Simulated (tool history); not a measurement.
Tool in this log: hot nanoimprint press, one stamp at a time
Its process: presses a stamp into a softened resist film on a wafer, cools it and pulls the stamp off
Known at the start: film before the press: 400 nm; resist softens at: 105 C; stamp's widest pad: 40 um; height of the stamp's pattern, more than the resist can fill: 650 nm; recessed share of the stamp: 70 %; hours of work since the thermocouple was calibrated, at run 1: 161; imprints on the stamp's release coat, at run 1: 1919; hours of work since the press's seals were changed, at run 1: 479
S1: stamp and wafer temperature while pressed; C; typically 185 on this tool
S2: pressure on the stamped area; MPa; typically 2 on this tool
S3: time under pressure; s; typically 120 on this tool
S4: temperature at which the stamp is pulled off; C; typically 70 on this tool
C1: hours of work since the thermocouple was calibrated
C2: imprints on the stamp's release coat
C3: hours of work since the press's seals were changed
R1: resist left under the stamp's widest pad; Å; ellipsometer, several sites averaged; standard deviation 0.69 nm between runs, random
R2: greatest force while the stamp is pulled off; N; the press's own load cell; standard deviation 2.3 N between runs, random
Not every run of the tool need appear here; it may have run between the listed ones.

| run | hour | S1 | S2 | S3 | S4 | C1 | C2 | C3 | R1 | R2 |
|---|---|---|---|---|---|---|---|---|---|---|
| 1 | 0 | 185 | 2 | 120 | 70 | 161 | 1919 | 479 | 2080 | 254 |
| 2 | 7.7 | 185 | 2 | 120 | 70 | 166 | 1936 | 484 | 2090 | 254 |
| 3 | 18.5 | 185 | 2 | 120 | 70 | 174 | 1959 | 492 | 2070 | 259 |
| 4 | 28.3 | 185 | 2.88 | 120 | 70 | 181 | 1979 | 499 | 1750 | 253 |
| 5 | 37.2 | 185 | 2.88 | 120 | 70 | 187 | 1998 | 505 | 1769 | 261 |
|  | 51.1 | stamp cleaned and given a new release coat |
| 6 | 51.1 | 185 | 2.88 | 120 | 70 | 192 | 0 | 511 | 1762 | 212 |
| 7 | 67.3 | 185 | 1.76 | 120 | 70 | 204 | 35 | 522 | 2191 | 211 |
| 8 | 78.1 | 185 | 1.76 | 120 | 70 | 211 | 58 | 529 | 2186 | 212 |
| 9 | 90.5 | 185 | 1.76 | 120 | 70 | 220 | 84 | 538 | 2193 | 212 |
| 10 | 102.3 | 185 | 1.76 | 120 | 70 | 228 | 109 | 546 | 2182 | 210 |
|  | 106.1 | plate thermocouple calibrated |
| 11 | 120.1 | 185 | 1.76 | 71 | 70 | 10 | 141 | 557 | 2557 | 211 |
| 12 | 136.6 | 183 | 2 | 120 | 70 | 21 | 176 | 568 | 2168 | 214 |
| 13 | 145.4 | 183 | 2 | 120 | 70 | 28 | 195 | 575 | 2154 | 213 |
| 14 | 162.7 | 183 | 2 | 90 | 70 | 40 | 232 | 587 | 2372 | 212 |
| 15 | 175.1 | 183 | 2 | 90 | 70 | 48 | 258 | 595 | 2348 | 212 |
|  | 181.5 | plate thermocouple calibrated, once more |
| 16 | 189.1 | 185 | 1.77 | 169 | 55 | 5 | 281 | 603 | 1990 | 256 |
| 17 | 205.2 | 185 | 2 | 208 | 68 | 17 | 316 | 614 | 1747 | 222 |
| 18 | 213.4 | 185 | 2.66 | 112 | 65 | 22 | 333 | 620 | 1930 | 230 |
| 19 | 224 | 185 | 2.66 | 112 | 65 | 30 | 356 | 627 | 1917 | 230 |
| 20 | 238.6 | 177 | 1.57 | 96 | 63 | 40 | 387 | 638 | 2925 | 238 |

Branching from run 20: 5 alternative next runs. What would each branch give?
| A | 246 | 177 | 1.57 | 96 | 70 | 45 | 403 | 643 | ? | ? |
| B | 246 | 177 | 1.57 | 65 | 63 | 45 | 403 | 643 | ? | ? |
| C | 246 | 193 | 2 | 120 | 70 | 45 | 403 | 643 | ? | ? |
| D | 246 | 177 | 2.99 | 140 | 63 | 45 | 403 | 643 | ? | ? |
| E | 246 | 192 | 2.09 | 120 | 70 | 45 | 403 | 643 | ? | ? |

| run | R1 | R2 |
|---|---|---|
| A | 2934 | 223 |
| B | 3160 | 239 |
| C | 1732 | 220 |
| D | 2106 | 242 |
| E | 1734 | 220 |
With no hidden state in the tool, these same runs would have given:
| run | R1 | R2 |
|---|---|---|
| A | 2936 | 213 |
| B | 3162 | 229 |
| C | 1730 | 211 |
| D | 2100 | 232 |
| E | 1731 | 211 |
